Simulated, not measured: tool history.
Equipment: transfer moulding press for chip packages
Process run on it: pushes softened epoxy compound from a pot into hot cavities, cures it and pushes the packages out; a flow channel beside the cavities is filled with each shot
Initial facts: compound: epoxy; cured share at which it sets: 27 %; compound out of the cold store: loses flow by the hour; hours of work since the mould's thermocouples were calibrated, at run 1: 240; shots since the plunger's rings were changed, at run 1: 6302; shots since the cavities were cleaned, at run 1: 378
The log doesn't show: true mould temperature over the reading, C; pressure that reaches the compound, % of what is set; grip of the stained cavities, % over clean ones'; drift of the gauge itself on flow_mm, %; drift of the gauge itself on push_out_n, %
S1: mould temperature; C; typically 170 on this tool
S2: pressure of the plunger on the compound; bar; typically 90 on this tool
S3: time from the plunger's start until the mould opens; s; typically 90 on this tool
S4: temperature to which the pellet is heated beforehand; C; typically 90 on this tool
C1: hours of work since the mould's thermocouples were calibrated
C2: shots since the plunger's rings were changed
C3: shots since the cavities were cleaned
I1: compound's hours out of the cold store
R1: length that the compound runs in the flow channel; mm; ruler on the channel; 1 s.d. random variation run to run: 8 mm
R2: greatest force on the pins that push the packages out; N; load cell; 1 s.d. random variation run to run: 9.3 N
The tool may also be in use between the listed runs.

run 1 day=0 | S1=170 S2=90 S3=90 S4=90 | C1=240 C2=6302 C3=378 | I1=34.1 | R1=773 R2=637
-- day=0.388 cavities cleaned with cleaning compound and waxed
run 2 day=0.583 | S1=170 S2=90 S3=90 S4=90 | C1=248 C2=6461 C3=60 | I1=19.8 | R1=813 R2=484
run 3 day=1.171 | S1=170 S2=90 S3=90 S4=90 | C1=257 C2=6640 C3=239 | I1=18.9 | R1=809 R2=594
run 4 day=1.833 | S1=170 S2=90 S3=90 S4=90 | C1=267 C2=6842 C3=441 | I1=45.5 | R1=739 R2=653
-- day=2.062 cavities cleaned with cleaning compound and waxed
-- day=2.333 plunger's sealing rings changed
run 5 day=2.542 | S1=170 S2=90 S3=90 S4=90 | C1=275 C2=65 C3=115 | I1=26.7 | R1=903 R2=505
run 6 day=3.454 | S1=173 S2=90 S3=90 S4=90 | C1=289 C2=343 C3=393 | I1=35.5 | R1=852 R2=562
-- day=3.846 cavities cleaned with cleaning compound and waxed
run 7 day=4.112 | S1=170 S2=90 S3=81 S4=90 | C1=298 C2=524 C3=80 | I1=28.5 | R1=900 R2=574
run 8 day=5.029 | S1=170 S2=90 S3=81 S4=90 | C1=312 C2=804 C3=360 | I1=8.4 | R1=948 R2=800
-- day=5.567 cavities cleaned with cleaning compound and waxed
run 9 day=5.688 | S1=170 S2=90 S3=81 S4=90 | C1=321 C2=986 C3=37 | I1=43.5 | R1=841 R2=534
run 10 day=6.508 | S1=170 S2=90 S3=90 S4=90 | C1=334 C2=1237 C3=288 | I1=16.9 | R1=920 R2=604
run 11 day=7.104 | S1=170 S2=90 S3=90 S4=90 | C1=343 C2=1418 C3=469 | I1=34.5 | R1=866 R2=663
-- day=7.225 cavities cleaned with cleaning compound and waxed
run 12 day=7.875 | S1=170 S2=90.9 S3=90 S4=90 | C1=354 C2=1635 C3=199 | I1=47.6 | R1=825 R2=555
-- day=8.875 cavities cleaned with cleaning compound and waxed
run 13 day=8.967 | S1=170 S2=90.9 S3=90 S4=90 | C1=370 C2=1948 C3=28 | I1=18.1 | R1=906 R2=475
run 14 day=9.867 | S1=169 S2=90 S3=90 S4=90 | C1=384 C2=2223 C3=303 | I1=37.6 | R1=857 R2=664
-- day=10.6 cavities cleaned with cleaning compound and waxed
run 15 day=10.625 | S1=170 S2=75.3 S3=126 S4=90 | C1=394 C2=2435 C3=7 | I1=28 | R1=804 R2=353
run 16 day=11.692 | S1=165 S2=90 S3=90 S4=92 | C1=411 C2=2760 C3=332 | I1=22 | R1=887 R2=936
-- day=12.254 cavities cleaned with cleaning compound and waxed
run 17 day=12.629 | S1=170 S2=90 S3=79 S4=90 | C1=424 C2=3027 C3=114 | I1=35.2 | R1=841 R2=616
-- day=13.125 mould's thermocouples calibrated
run 18 day=13.496 | S1=170 S2=90 S3=79 S4=90 | C1=6 C2=3266 C3=353 | I1=8.8 | R1=902 R2=754
-- day=13.979 cavities cleaned with cleaning compound and waxed
run 19 day=14.038 | S1=170 S2=100.2 S3=90 S4=90 | C1=13 C2=3412 C3=18 | I1=11.3 | R1=944 R2=465
run 20 day=14.508 | S1=170 S2=100.2 S3=90 S4=90 | C1=20 C2=3555 C3=161 | I1=11 | R1=950 R2=551
-- day=15.625 cavities cleaned with cleaning compound and waxed
run 21 day=15.65 | S1=163 S2=100.2 S3=90 S4=90 | C1=37 C2=3885 C3=8 | I1=31.2 | R1=893 R2=699
run 22 day=16.471 | S1=163 S2=100.2 S3=90 S4=90 | C1=49 C2=4135 C3=258 | I1=8.3 | R1=966 R2=1033
-- day=17.25 cavities cleaned with cleaning compound and waxed
run 23 day=17.258 | S1=163 S2=100.2 S3=90 S4=90 | C1=60 C2=4357 C3=3 | I1=25.1 | R1=917 R2=700
run 24 day=18.279 | S1=165 S2=74.4 S3=90 S4=85 | C1=76 C2=4668 C3=314 | I1=41.8 | R1=743 R2=834
-- day=18.946 cavities cleaned with cleaning compound and waxed
run 25 day=19.05 | S1=174 S2=74.4 S3=112 S4=85 | C1=87 C2=4884 C3=32 | I1=21.2 | R1=749 R2=371
run 26 day=19.529 | S1=174 S2=107.3 S3=112 S4=100 | C1=94 C2=5030 C3=178 | I1=23.5 | R1=885 R2=478
run 27 day=20.179 | S1=173 S2=75.8 S3=96 S4=84 | C1=104 C2=5229 C3=377 | I1=13.3 | R1=779 R2=548
-- day=20.646 cavities cleaned with cleaning compound and waxed
run 28 day=20.862 | S1=170 S2=71.4 S3=90 S4=90 | C1=114 C2=5417 C3=65 | I1=37.6 | R1=711 R2=460

3 options for the next run, each taken on its own from the tool as it stands now. Forecast them:
run A day=21.608 | S1=173 S2=90 S3=110 S4=82 | C1=125 C2=5645 C3=293 | I1=9 | R1=? R2=?
run B day=21.608 | S1=170 S2=71.4 S3=90 S4=96 | C1=125 C2=5645 C3=293 | I1=10.2 | R1=? R2=?
run C day=21.608 | S1=167 S2=90 S3=90 S4=93 | C1=125 C2=5645 C3=293 | I1=19.4 | R1=? R2=?

run=A R1=851 R2=492
run=B R1=766 R2=632
run=C R1=823 R2=713
What these runs would have given with no unlogged condition in the tool:
run=A R1=956 R2=338
run=B R1=861 R2=435
run=C R1=926 R2=486

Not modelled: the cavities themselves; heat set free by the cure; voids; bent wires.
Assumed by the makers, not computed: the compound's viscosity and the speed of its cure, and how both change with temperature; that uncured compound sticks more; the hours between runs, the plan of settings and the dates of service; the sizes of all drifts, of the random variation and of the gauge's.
